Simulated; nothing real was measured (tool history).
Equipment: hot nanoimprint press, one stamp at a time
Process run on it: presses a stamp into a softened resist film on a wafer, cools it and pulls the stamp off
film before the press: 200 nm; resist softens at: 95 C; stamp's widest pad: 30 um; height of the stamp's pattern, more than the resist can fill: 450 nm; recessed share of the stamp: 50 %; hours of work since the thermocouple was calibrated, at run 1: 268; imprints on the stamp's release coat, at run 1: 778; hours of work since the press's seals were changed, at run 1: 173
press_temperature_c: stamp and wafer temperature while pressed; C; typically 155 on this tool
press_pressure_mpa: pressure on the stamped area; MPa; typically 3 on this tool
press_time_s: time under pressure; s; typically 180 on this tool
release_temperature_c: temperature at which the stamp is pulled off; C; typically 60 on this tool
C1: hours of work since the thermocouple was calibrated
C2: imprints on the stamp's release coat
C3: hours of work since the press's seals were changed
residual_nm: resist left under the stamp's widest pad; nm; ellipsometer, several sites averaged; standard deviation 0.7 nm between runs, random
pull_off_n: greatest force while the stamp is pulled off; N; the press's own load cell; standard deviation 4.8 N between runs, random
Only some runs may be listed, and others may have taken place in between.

{"run": 1, "hour": 0.0, "press_temperature_c": 155, "press_pressure_mpa": 3, "press_time_s": 180, "release_temperature_c": 60, "C1": 268, "C2": 778, "C3": 173, "residual_nm": 100, "pull_off_n": 265}
{"run": 2, "hour": 5.4, "press_temperature_c": 155, "press_pressure_mpa": 3, "press_time_s": 180, "release_temperature_c": 50, "C1": 271, "C2": 799, "C3": 176, "residual_nm": 99.3, "pull_off_n": 289}
{"run": 3, "hour": 11.0, "press_temperature_c": 155, "press_pressure_mpa": 3, "press_time_s": 180, "release_temperature_c": 64, "C1": 274, "C2": 820, "C3": 179, "residual_nm": 100.1, "pull_off_n": 249}
{"run": 4, "hour": 16.1, "press_temperature_c": 155, "press_pressure_mpa": 3, "press_time_s": 180, "release_temperature_c": 60, "C1": 277, "C2": 840, "C3": 181, "residual_nm": 99, "pull_off_n": 272}
{"run": 5, "hour": 23.5, "press_temperature_c": 155, "press_pressure_mpa": 3, "press_time_s": 195, "release_temperature_c": 60, "C1": 281, "C2": 869, "C3": 185, "residual_nm": 96, "pull_off_n": 266}
{"run": 6, "hour": 29.2, "press_temperature_c": 155, "press_pressure_mpa": 3, "press_time_s": 195, "release_temperature_c": 60, "C1": 284, "C2": 890, "C3": 188, "residual_nm": 97, "pull_off_n": 251}
{"run": 7, "hour": 35.2, "press_temperature_c": 155, "press_pressure_mpa": 3, "press_time_s": 195, "release_temperature_c": 60, "C1": 287, "C2": 914, "C3": 192, "residual_nm": 96.6, "pull_off_n": 263}
{"run": 8, "hour": 41.8, "press_temperature_c": 162, "press_pressure_mpa": 3, "press_time_s": 195, "release_temperature_c": 60, "C1": 290, "C2": 939, "C3": 195, "residual_nm": 66.9, "pull_off_n": 277}
{"run": 9, "hour": 47.1, "press_temperature_c": 155, "press_pressure_mpa": 3, "press_time_s": 113, "release_temperature_c": 60, "C1": 293, "C2": 960, "C3": 198, "residual_nm": 115.8, "pull_off_n": 271}
{"run": 10, "hour": 50.8, "press_temperature_c": 155, "press_pressure_mpa": 2.74, "press_time_s": 180, "release_temperature_c": 60, "C1": 295, "C2": 974, "C3": 200, "residual_nm": 102.7, "pull_off_n": 268}
{"run": 11, "hour": 55.0, "press_temperature_c": 155, "press_pressure_mpa": 3, "press_time_s": 129, "release_temperature_c": 56, "C1": 297, "C2": 990, "C3": 202, "residual_nm": 111.9, "pull_off_n": 274}
{"hour": 58.7, "done": "plate thermocouple calibrated"}
{"run": 12, "hour": 65.9, "press_temperature_c": 164, "press_pressure_mpa": 3.02, "press_time_s": 180, "release_temperature_c": 60, "C1": 4, "C2": 1020, "C3": 206, "residual_nm": 62.7, "pull_off_n": 272}
{"run": 13, "hour": 72.7, "press_temperature_c": 164, "press_pressure_mpa": 3.02, "press_time_s": 180, "release_temperature_c": 60, "C1": 7, "C2": 1047, "C3": 210, "residual_nm": 63.3, "pull_off_n": 277}
{"hour": 76.4, "done": "plate thermocouple calibrated, once more"}
{"run": 14, "hour": 81.3, "press_temperature_c": 162, "press_pressure_mpa": 3.02, "press_time_s": 180, "release_temperature_c": 60, "C1": 3, "C2": 1068, "C3": 213, "residual_nm": 66.9, "pull_off_n": 283}
{"run": 15, "hour": 86.4, "press_temperature_c": 155, "press_pressure_mpa": 2.08, "press_time_s": 180, "release_temperature_c": 57, "C1": 5, "C2": 1088, "C3": 215, "residual_nm": 111.7, "pull_off_n": 274}

Run 16, settings as shown, results not yet in. Your forecast:
{"run": 16, "hour": 93.0, "press_temperature_c": 144, "press_pressure_mpa": 3, "press_time_s": 180, "release_temperature_c": 60, "C1": 9, "C2": 1113, "C3": 219, "residual_nm": "?", "pull_off_n": "?"}

{"run 16": {"residual_nm": 157, "pull_off_n": 271}}
Take away the tool's hidden state, keep the run-to-run variation as it was, and the same run would have given residual_nm 155.9 nm, pull_off_n 232 N.
